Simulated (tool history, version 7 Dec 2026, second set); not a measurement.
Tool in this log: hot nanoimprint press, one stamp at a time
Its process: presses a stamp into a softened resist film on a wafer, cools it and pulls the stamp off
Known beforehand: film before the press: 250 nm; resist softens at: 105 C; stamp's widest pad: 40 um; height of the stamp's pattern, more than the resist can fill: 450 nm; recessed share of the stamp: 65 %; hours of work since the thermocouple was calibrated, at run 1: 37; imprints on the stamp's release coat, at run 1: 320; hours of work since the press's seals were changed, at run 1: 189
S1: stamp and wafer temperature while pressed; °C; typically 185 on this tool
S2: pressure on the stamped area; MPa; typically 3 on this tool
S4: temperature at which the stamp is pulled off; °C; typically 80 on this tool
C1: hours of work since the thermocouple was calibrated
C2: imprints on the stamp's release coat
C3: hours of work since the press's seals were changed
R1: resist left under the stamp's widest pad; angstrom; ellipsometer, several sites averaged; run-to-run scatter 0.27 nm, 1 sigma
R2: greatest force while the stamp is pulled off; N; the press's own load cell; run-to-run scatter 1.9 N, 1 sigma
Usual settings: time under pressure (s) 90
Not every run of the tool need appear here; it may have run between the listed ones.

Run 1, hour 0: usual settings; C1 37; C2 320; C3 189. Result: R1 1302 angstrom, R2 186 N.
Run 2, hour 14: usual settings; C1 43; C2 362; C3 195. Result: R1 1300 angstrom, R2 190 N.
Run 3, hour 26.3: usual settings; C1 48; C2 398; C3 200. Result: R1 1298 angstrom, R2 186 N.
Run 4, hour 50: usual settings; C1 59; C2 469; C3 211. Result: R1 1302 angstrom, R2 186 N.
Run 5, hour 75.6: usual settings; C1 70; C2 546; C3 222. Result: R1 1304 angstrom, R2 186 N.
Run 6, hour 102.3: usual settings; C1 82; C2 625; C3 234. Result: R1 1311 angstrom, R2 186 N.
Run 7, hour 116.3: usual settings; C1 88; C2 667; C3 240. Result: R1 1305 angstrom, R2 184 N.
Run 8, hour 142: usual settings; C1 100; C2 744; C3 252. Result: R1 1312 angstrom, R2 184 N.
Run 9, hour 163.9: usual settings; C1 109; C2 809; C3 261. Result: R1 1311 angstrom, R2 189 N.
Run 10, hour 187.2: usual settings; C1 120; C2 879; C3 272. Result: R1 1318 angstrom, R2 187 N.
Run 11, hour 209.9: usual settings; C1 130; C2 947; C3 282. Result: R1 1320 angstrom, R2 187 N.
Run 12, hour 223.1: usual settings; C1 136; C2 987; C3 287. Result: R1 1316 angstrom, R2 186 N.
Run 13, hour 244.8: usual settings but S2 2.72 MPa; C1 145; C2 1052; C3 297. Result: R1 1382 angstrom, R2 187 N.
Run 14, hour 256.7: usual settings but S2 2.72 MPa; C1 150; C2 1087; C3 302. Result: R1 1386 angstrom, R2 189 N.
At hour 268: stamp cleaned and given a new release coat.
Run 15, hour 283.5: usual settings but time under pressure (s) 93, S4 79 °C; C1 160; C2 46; C3 312. Result: R1 1313 angstrom, R2 186 N.
Run 16, hour 310.5: usual settings but S1 195 °C, S2 3.3 MPa, time under pressure (s) 48, S4 78 °C; C1 172; C2 127; C3 324. Result: R1 1118 angstrom, R2 189 N.
Run 17, hour 332.7: usual settings but S1 195 °C, S2 3.19 MPa, time under pressure (s) 50, S4 78 °C; C1 182; C2 193; C3 333. Result: R1 1124 angstrom, R2 189 N.
Run 18, hour 356.9: usual settings but S1 195 °C, S2 3.19 MPa, time under pressure (s) 50, S4 78 °C; C1 192; C2 266; C3 344. Result: R1 1132 angstrom, R2 192 N.
At hour 374.5: gauge calibrated.
Run 19, hour 383.6: usual settings but S1 176 °C, S2 4.58 MPa, time under pressure (s) 54, S4 75 °C; C1 204; C2 345; C3 356. Result: R1 1683 angstrom, R2 197 N.
Run 20, hour 402: usual settings but S1 176 °C, S2 4.58 MPa, time under pressure (s) 54, S4 71 °C; C1 212; C2 400; C3 364. Result: R1 1687 angstrom, R2 202 N.
Run 21, hour 417.4: usual settings but S1 174 °C, S2 3.42 MPa, time under pressure (s) 100, S4 86 °C; C1 219; C2 446; C3 371. Result: R1 1724 angstrom, R2 179 N.
Run 22, hour 432.8: usual settings but S1 174 °C, S2 3.42 MPa, time under pressure (s) 100, S4 84 °C; C1 226; C2 492; C3 378. Result: R1 1727 angstrom, R2 182 N.
Run 23, hour 445.3: usual settings but S1 182 °C, S2 2.61 MPa, time under pressure (s) 56, S4 88 °C; C1 231; C2 530; C3 383. Result: R1 1741 angstrom, R2 178 N.
Run 24, hour 458.6: usual settings but S1 182 °C, S2 2.61 MPa, time under pressure (s) 56, S4 88 °C; C1 237; C2 569; C3 389. Result: R1 1739 angstrom, R2 178 N.
Run 25, hour 479.5: usual settings but S1 182 °C, S2 2.61 MPa, time under pressure (s) 112, S4 88 °C; C1 247; C2 632; C3 398. Result: R1 1446 angstrom, R2 179 N.
Run 26, hour 497.9: usual settings but S1 196 °C, S2 2.23 MPa, time under pressure (s) 112, S4 88 °C; C1 255; C2 687; C3 407. Result: R1 977 angstrom, R2 177 N.
Run 27, hour 520.8: usual settings but S1 196 °C, S2 2.23 MPa, time under pressure (s) 112, S4 88 °C; C1 265; C2 755; C3 417. Result: R1 987 angstrom, R2 175 N.
Run 28, hour 539.6: usual settings but S1 196 °C, S2 2.23 MPa, time under pressure (s) 112, S4 88 °C; C1 273; C2 812; C3 425. Result: R1 985 angstrom, R2 173 N.

Here are 3 independent what-if runs from the current tool condition. What would each one return?
Run A, hour 559: usual settings but S1 176 °C, S2 2.23 MPa, time under pressure (s) 118, S4 65 °C; C1 282; C2 870; C3 434. Result: R1 ?, R2 ?.
Run B, hour 559: usual settings but S1 194 °C, S2 2.23 MPa, time under pressure (s) 112, S4 88 °C; C1 282; C2 870; C3 434. Result: R1 ?, R2 ?.
Run C, hour 559: usual settings but S2 3.41 MPa; C1 282; C2 870; C3 434. Result: R1 ?, R2 ?.

run    R1   R2
  A  1830  210
  B  1050  176
  C  1233  186
With no hidden state in the tool, these same runs would have given:
run    R1   R2
  A  1807  209
  B  1037  176
  C  1218  185
